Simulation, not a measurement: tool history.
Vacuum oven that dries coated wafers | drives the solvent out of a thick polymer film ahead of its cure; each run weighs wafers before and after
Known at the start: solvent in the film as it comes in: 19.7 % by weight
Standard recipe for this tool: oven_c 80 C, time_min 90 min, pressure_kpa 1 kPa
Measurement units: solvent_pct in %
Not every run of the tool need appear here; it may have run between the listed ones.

{"run": 1, "hour": 0.0, "oven_c": 80, "time_min": 90, "pressure_kpa": 1, "solvent_pct": 1.142}
{"run": 2, "hour": 22.0, "oven_c": 67, "time_min": 90, "pressure_kpa": 1, "solvent_pct": 3.957}
{"run": 3, "hour": 40.5, "oven_c": 80, "time_min": 90, "pressure_kpa": 1, "solvent_pct": 1.118}
{"run": 4, "hour": 64.7, "oven_c": 80, "time_min": 90, "pressure_kpa": 1, "solvent_pct": 1.13}
{"run": 5, "hour": 77.3, "oven_c": 80, "time_min": 90, "pressure_kpa": 1, "solvent_pct": 1.13}
{"run": 6, "hour": 91.2, "oven_c": 76, "time_min": 90, "pressure_kpa": 1, "solvent_pct": 1.738}
{"run": 7, "hour": 104.3, "oven_c": 76, "time_min": 90, "pressure_kpa": 1, "solvent_pct": 1.741}
{"hour": 132.0, "done": "oven's thermocouples calibrated"}
{"run": 8, "hour": 132.7, "oven_c": 80, "time_min": 90, "pressure_kpa": 1.81, "solvent_pct": 1.675}
{"run": 9, "hour": 148.7, "oven_c": 73, "time_min": 90, "pressure_kpa": 1.81, "solvent_pct": 3.147}
{"run": 10, "hour": 164.1, "oven_c": 73, "time_min": 90, "pressure_kpa": 1.81, "solvent_pct": 3.156}
{"run": 11, "hour": 177.1, "oven_c": 80, "time_min": 90, "pressure_kpa": 1.24, "solvent_pct": 1.447}
{"run": 12, "hour": 202.7, "oven_c": 80, "time_min": 90, "pressure_kpa": 1, "solvent_pct": 1.357}
{"run": 13, "hour": 226.9, "oven_c": 80, "time_min": 90, "pressure_kpa": 1, "solvent_pct": 1.337}
{"run": 14, "hour": 238.0, "oven_c": 80, "time_min": 90, "pressure_kpa": 3, "solvent_pct": 2.165}
{"run": 15, "hour": 263.9, "oven_c": 80, "time_min": 90, "pressure_kpa": 3, "solvent_pct": 2.16}
{"run": 16, "hour": 275.9, "oven_c": 80, "time_min": 90, "pressure_kpa": 1, "solvent_pct": 1.326}
{"run": 17, "hour": 287.8, "oven_c": 80, "time_min": 90, "pressure_kpa": 1, "solvent_pct": 1.334}
{"run": 18, "hour": 305.7, "oven_c": 80, "time_min": 81, "pressure_kpa": 1, "solvent_pct": 1.634}
{"run": 19, "hour": 326.8, "oven_c": 80, "time_min": 81, "pressure_kpa": 1, "solvent_pct": 1.605}
{"run": 20, "hour": 344.7, "oven_c": 80, "time_min": 81, "pressure_kpa": 1, "solvent_pct": 1.616}
{"run": 21, "hour": 361.7, "oven_c": 80, "time_min": 90, "pressure_kpa": 0.72, "solvent_pct": 1.214}
{"run": 22, "hour": 378.6, "oven_c": 80, "time_min": 90, "pressure_kpa": 0.72, "solvent_pct": 1.212}
{"run": 23, "hour": 397.6, "oven_c": 72, "time_min": 90, "pressure_kpa": 0.72, "solvent_pct": 2.777}
{"run": 24, "hour": 410.1, "oven_c": 72, "time_min": 90, "pressure_kpa": 3.75, "solvent_pct": 4.378}
{"run": 25, "hour": 424.1, "oven_c": 91, "time_min": 58, "pressure_kpa": 1.1, "solvent_pct": 0.949}
{"run": 26, "hour": 446.0, "oven_c": 66, "time_min": 117, "pressure_kpa": 1.68, "solvent_pct": 3.839}
{"run": 27, "hour": 458.7, "oven_c": 85, "time_min": 66, "pressure_kpa": 1.76, "solvent_pct": 1.617}
{"run": 28, "hour": 483.7, "oven_c": 87, "time_min": 90, "pressure_kpa": 1.19, "solvent_pct": 0.677}
{"run": 29, "hour": 500.5, "oven_c": 81, "time_min": 90, "pressure_kpa": 1.1, "solvent_pct": 1.197}
{"run": 30, "hour": 514.2, "oven_c": 89, "time_min": 78, "pressure_kpa": 2.24, "solvent_pct": 1.001}
{"run": 31, "hour": 535.3, "oven_c": 89, "time_min": 78, "pressure_kpa": 2.24, "solvent_pct": 0.996}
{"run": 32, "hour": 560.1, "oven_c": 80, "time_min": 76, "pressure_kpa": 3.7, "solvent_pct": 2.842}
{"run": 33, "hour": 582.9, "oven_c": 80, "time_min": 76, "pressure_kpa": 3.7, "solvent_pct": 2.844}
{"run": 34, "hour": 598.9, "oven_c": 69, "time_min": 58, "pressure_kpa": 1.25, "solvent_pct": 6.192}
{"run": 35, "hour": 612.5, "oven_c": 69, "time_min": 58, "pressure_kpa": 1.25, "solvent_pct": 6.164}
{"run": 36, "hour": 635.0, "oven_c": 69, "time_min": 58, "pressure_kpa": 1.25, "solvent_pct": 6.131}
{"run": 37, "hour": 646.2, "oven_c": 69, "time_min": 58, "pressure_kpa": 1.25, "solvent_pct": 6.134}
{"run": 38, "hour": 659.4, "oven_c": 69, "time_min": 58, "pressure_kpa": 1.25, "solvent_pct": 6.16}
{"run": 39, "hour": 674.8, "oven_c": 89, "time_min": 143, "pressure_kpa": 1.76, "solvent_pct": 0.607}
{"run": 40, "hour": 688.3, "oven_c": 89, "time_min": 143, "pressure_kpa": 1.76, "solvent_pct": 0.6}
{"run": 41, "hour": 714.7, "oven_c": 75, "time_min": 111, "pressure_kpa": 2.93, "solvent_pct": 2.478}
{"run": 42, "hour": 735.6, "oven_c": 80, "time_min": 59, "pressure_kpa": 1.2, "solvent_pct": 2.77}
{"run": 43, "hour": 749.2, "oven_c": 80, "time_min": 59, "pressure_kpa": 1.2, "solvent_pct": 2.746}
{"run": 44, "hour": 761.3, "oven_c": 80, "time_min": 76, "pressure_kpa": 0.73, "solvent_pct": 1.627}
{"run": 45, "hour": 774.5, "oven_c": 80, "time_min": 76, "pressure_kpa": 0.73, "solvent_pct": 1.629}
{"run": 46, "hour": 797.9, "oven_c": 80, "time_min": 76, "pressure_kpa": 0.73, "solvent_pct": 1.616}
{"run": 47, "hour": 808.6, "oven_c": 80, "time_min": 76, "pressure_kpa": 0.73, "solvent_pct": 1.635}

What if the next run were any one of these 4? Each begins from the tool's condition after run 47:
{"run": "A", "hour": 833.9, "oven_c": 80, "time_min": 131, "pressure_kpa": 2.49, "solvent_pct": "?"}
{"run": "B", "hour": 833.9, "oven_c": 74, "time_min": 90, "pressure_kpa": 1, "solvent_pct": "?"}
{"run": "C", "hour": 833.9, "oven_c": 67, "time_min": 90, "pressure_kpa": 1, "solvent_pct": "?"}
{"run": "D", "hour": 833.9, "oven_c": 91, "time_min": 153, "pressure_kpa": 1.27, "solvent_pct": "?"}

run=A solvent_pct=1.333
run=B solvent_pct=2.355
run=C solvent_pct=4.246
run=D solvent_pct=0.413
Take away the tool's hidden state, keep each run's random variation, and the runs would have read:
run=A solvent_pct=1.318
run=B solvent_pct=2.444
run=C solvent_pct=4.388
run=D solvent_pct=0.366
